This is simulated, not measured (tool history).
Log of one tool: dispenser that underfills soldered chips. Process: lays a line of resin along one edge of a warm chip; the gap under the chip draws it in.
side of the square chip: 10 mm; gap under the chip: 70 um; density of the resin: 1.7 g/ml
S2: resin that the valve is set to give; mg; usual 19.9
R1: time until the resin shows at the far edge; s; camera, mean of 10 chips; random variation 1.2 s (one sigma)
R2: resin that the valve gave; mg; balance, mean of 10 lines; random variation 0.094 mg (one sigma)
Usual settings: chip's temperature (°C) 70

run 1 hour=0.0 | chip's_temperature_(°C)=70 S2=19.9 | R1=207.4 R2=18.10
-- hour=3.4 new syringe of resin
run 2 hour=4.0 | chip's_temperature_(°C)=70 S2=19.9 | R1=128.2 R2=18.12
run 3 hour=6.6 | chip's_temperature_(°C)=70 S2=19.9 | R1=157.0 R2=17.98
run 4 hour=9.4 | chip's_temperature_(°C)=70 S2=19.9 | R1=189.9 R2=18.02
run 5 hour=12.7 | chip's_temperature_(°C)=70 S2=19.9 | R1=237.3 R2=17.91
-- hour=14.4 new syringe of resin
run 6 hour=15.7 | chip's_temperature_(°C)=79 S2=19.9 | R1=101.1 R2=18.08
run 7 hour=21.5 | chip's_temperature_(°C)=79 S2=19.9 | R1=147.6 R2=17.94
-- hour=25.1 new syringe of resin
run 8 hour=27.4 | chip's_temperature_(°C)=79 S2=19.9 | R1=108.2 R2=17.76
run 9 hour=30.5 | chip's_temperature_(°C)=79 S2=19.9 | R1=132.0 R2=17.59
-- hour=36.0 new syringe of resin
run 10 hour=36.5 | chip's_temperature_(°C)=70 S2=19.9 | R1=130.5 R2=17.60
run 11 hour=42.2 | chip's_temperature_(°C)=70 S2=19.9 | R1=188.4 R2=17.48
run 12 hour=45.4 | chip's_temperature_(°C)=64 S2=17.7 | R1=304.3 R2=15.70
-- hour=46.8 new syringe of resin
run 13 hour=49.8 | chip's_temperature_(°C)=80 S2=18.0 | R1=109.6 R2=15.90
run 14 hour=55.3 | chip's_temperature_(°C)=72 S2=18.2 | R1=211.4 R2=15.88
-- hour=57.5 new syringe of resin
-- hour=61.0 dispensing valve cleaned and set on the balance
run 15 hour=61.0 | chip's_temperature_(°C)=72 S2=18.2 | R1=137.0 R2=18.09
run 16 hour=65.0 | chip's_temperature_(°C)=83 S2=18.9 | R1=122.9 R2=18.81
run 17 hour=68.8 | chip's_temperature_(°C)=70 S2=21.4 | R1=251.4 R2=21.32
-- hour=69.4 new syringe of resin
run 18 hour=72.3 | chip's_temperature_(°C)=73 S2=24.6 | R1=133.9 R2=24.47
run 19 hour=75.7 | chip's_temperature_(°C)=57 S2=17.2 | R1=318.5 R2=17.12
-- hour=80.4 new syringe of resin
run 20 hour=81.5 | chip's_temperature_(°C)=57 S2=17.2 | R1=227.7 R2=16.94
run 21 hour=86.0 | chip's_temperature_(°C)=68 S2=18.5 | R1=201.3 R2=18.02
-- hour=91.3 new syringe of resin
run 22 hour=91.6 | chip's_temperature_(°C)=66 S2=25.8 | R1=147.1 R2=25.00

Measured less the same run without the tool's hidden state. The same run-to-run variation is in both; the gauge's scatter may not be:
The hidden state here: resin's viscosity, % of fresh resin's; dose that the valve gives, % of what is set; true chip temperature over the reading, C; drift of the gauge itself on fill_s, %; drift of the gauge itself on given_mg, %.
run=1 R1=+87.4 R2=-1.75
run=2 R1=+11.0 R2=-1.81
run=3 R1=+36.7 R2=-1.83
run=4 R1=+70.1 R2=-1.88
run=5 R1=+116.9 R2=-1.94
run=6 R1=+11.6 R2=-1.99
run=7 R1=+58.8 R2=-2.05
run=8 R1=+19.7 R2=-2.15
run=9 R1=+44.5 R2=-2.18
run=10 R1=+9.6 R2=-2.27
run=11 R1=+70.0 R2=-2.34
run=12 R1=+152.2 R2=-2.14
run=13 R1=+24.2 R2=-2.24
run=14 R1=+98.1 R2=-2.31
run=15 R1=+25.7 R2=-0.06
run=16 R1=+46.3 R2=-0.13
run=17 R1=+130.4 R2=-0.20
run=18 R1=+29.2 R2=-0.29
run=19 R1=+121.3 R2=-0.25
run=20 R1=+28.5 R2=-0.32
run=21 R1=+71.3 R2=-0.40
run=22 R1=+9.8 R2=-0.67
